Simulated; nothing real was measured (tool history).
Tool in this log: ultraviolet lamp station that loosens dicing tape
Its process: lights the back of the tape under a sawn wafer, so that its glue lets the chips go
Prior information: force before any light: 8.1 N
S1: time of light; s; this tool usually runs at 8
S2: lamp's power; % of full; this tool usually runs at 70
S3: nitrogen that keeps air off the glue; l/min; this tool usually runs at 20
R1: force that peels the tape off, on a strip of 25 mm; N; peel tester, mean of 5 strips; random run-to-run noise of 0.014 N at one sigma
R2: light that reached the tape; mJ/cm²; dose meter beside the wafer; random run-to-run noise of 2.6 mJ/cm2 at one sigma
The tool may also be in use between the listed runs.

run	hour	S1	S2	S3	R1	R2
1	0	8	70	20	0.679	318
2	30.6	8	70	20	0.678	316
3	52.8	8	70	20	0.686	315
4	70.7	10	70	20	0.42	396
5	105.3	10	70	20	0.45	394
6	144.1	8	70	20	0.69	314
7	174.3	8	70	20	0.653	317
8	195.7	8	70	20	0.667	319
9	213.3	8	70	20	0.686	311
10	248.4	8	70	20	0.674	316
11	267.7	8	70	20	0.679	317
12	284.3	8	70	20	0.668	314
13	322.3	6	70	25	0.977	239
14	344.2	6	70	25	1.019	241
15	373.7	6	70	25	0.982	236
16	393.9	6	70	25	1.003	237
17	412	6	70	25	1.007	240
18	449.6	6	70	25	1.017	235
19	473.1	6	70	25	0.996	240

Put back what was entered between runs (1 entry, withheld): which listed runs does each sit between, and how does the hidden state differ from the listed run before to the listed run after?
Runs 13 to 14: window cleaned of glue's vapour (hour 335.5)
  lamp's light, % of a new lamp's: 99.8 -> 99.7; light that the window lets through, % of a clean one's: 99.9 -> 100

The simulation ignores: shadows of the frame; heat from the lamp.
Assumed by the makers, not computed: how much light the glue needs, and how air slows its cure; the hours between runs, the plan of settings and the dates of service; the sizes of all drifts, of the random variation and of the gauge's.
